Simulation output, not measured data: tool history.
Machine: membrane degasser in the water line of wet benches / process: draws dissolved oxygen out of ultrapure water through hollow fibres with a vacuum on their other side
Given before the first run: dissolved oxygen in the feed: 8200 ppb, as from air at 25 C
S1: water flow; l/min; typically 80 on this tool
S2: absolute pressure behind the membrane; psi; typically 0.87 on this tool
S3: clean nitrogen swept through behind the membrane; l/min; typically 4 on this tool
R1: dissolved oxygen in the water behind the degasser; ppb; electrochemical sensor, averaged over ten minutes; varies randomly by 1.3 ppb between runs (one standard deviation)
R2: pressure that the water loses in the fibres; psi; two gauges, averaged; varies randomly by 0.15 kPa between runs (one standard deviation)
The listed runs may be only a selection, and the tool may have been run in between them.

Run 1, hour 0: usual settings. Result: R1 164.4 ppb, R2 4.866 psi.
At hour 108.2: vacuum gauge calibrated.
Run 2, hour 196.4: usual settings. Result: R1 160 ppb, R2 4.86 psi.
Run 3, hour 322.2: usual settings but S2 1.252 psi. Result: R1 274.1 ppb, R2 4.846 psi.
Run 4, hour 512.2: usual settings. Result: R1 162.2 ppb, R2 4.857 psi.
Run 5, hour 640.4: usual settings. Result: R1 161.4 ppb, R2 4.849 psi.
At hour 655.6: seals of the vacuum lines changed.
Run 6, hour 872: usual settings but S3 8.04 l/min. Result: R1 107.2 ppb, R2 4.862 psi.
Run 7, hour 1087.8: usual settings but S1 127 l/min. Result: R1 418.1 ppb, R2 7.712 psi.
Run 8, hour 1262.7: usual settings but S1 127 l/min. Result: R1 421 ppb, R2 7.733 psi.
Run 9, hour 1483.1: usual settings but S1 127 l/min. Result: R1 420.4 ppb, R2 7.793 psi.
Run 10, hour 1622.5: usual settings but S1 127 l/min. Result: R1 413.5 ppb, R2 7.749 psi.
Run 11, hour 1733: usual settings. Result: R1 165.5 ppb, R2 4.883 psi.
Run 12, hour 1939.2: usual settings but S1 60 l/min, S2 1.868 psi, S3 5.39 l/min. Result: R1 251.1 ppb, R2 3.646 psi.
Run 13, hour 2090.2: usual settings but S1 69 l/min, S2 1.923 psi, S3 4.06 l/min. Result: R1 391.6 ppb, R2 4.208 psi.
Run 14, hour 2234.5: usual settings but S1 88 l/min, S2 1.923 psi, S3 4.06 l/min. Result: R1 514.4 ppb, R2 5.381 psi.
Run 15, hour 2427.2: usual settings but S1 69 l/min, S2 1.157 psi, S3 9.83 l/min. Result: R1 101.8 ppb, R2 4.216 psi.

Forecast run 16:
Run 16, hour 2549: usual settings but S1 69 l/min, S2 0.847 psi, S3 1.6 l/min. Result: R1 ?, R2 ?.

Logged for run 16: R1 246.3 ppb, R2 4.221 psi.
With the hidden condition absent and the run-to-run variation left alone, this run would have shown R1 238.7 ppb, R2 4.07 psi.
